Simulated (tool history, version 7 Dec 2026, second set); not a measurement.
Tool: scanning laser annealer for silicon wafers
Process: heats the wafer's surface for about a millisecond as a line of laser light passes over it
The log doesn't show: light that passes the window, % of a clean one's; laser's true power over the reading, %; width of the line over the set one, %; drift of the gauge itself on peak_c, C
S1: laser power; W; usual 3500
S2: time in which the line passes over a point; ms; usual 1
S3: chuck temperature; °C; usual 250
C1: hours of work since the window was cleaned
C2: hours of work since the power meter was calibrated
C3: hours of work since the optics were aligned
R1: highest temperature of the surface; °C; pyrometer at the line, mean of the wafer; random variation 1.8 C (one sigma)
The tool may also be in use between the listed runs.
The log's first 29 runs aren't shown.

run,hour,S1,S2,S3,C1,C2,C3,R1
30,957.1,3598,0.73,237,443,704,618,927
31,982.1,3598,0.73,237,461,722,637,926
32,1010.3,3279,1.07,226,482,743,657,970
33,1051,3500,0.79,274,512,773,687,967
34,1071.5,3255,1,277,527,788,703,986
35,1105.5,3599,1.01,250,552,813,728,1054
36,1125.5,3500,1.2,251,567,828,742,1089
37,1167.6,3666,0.81,255,598,859,774,989

Run 38 comes next. What will it give?
# hour 1202.1: window over the wafer cleaned
38,1211.4,3500,1.08,280,7,890,804,?

R1: 1102 °C
Without the tool's hidden state the same run would have given R1 1113 °C.
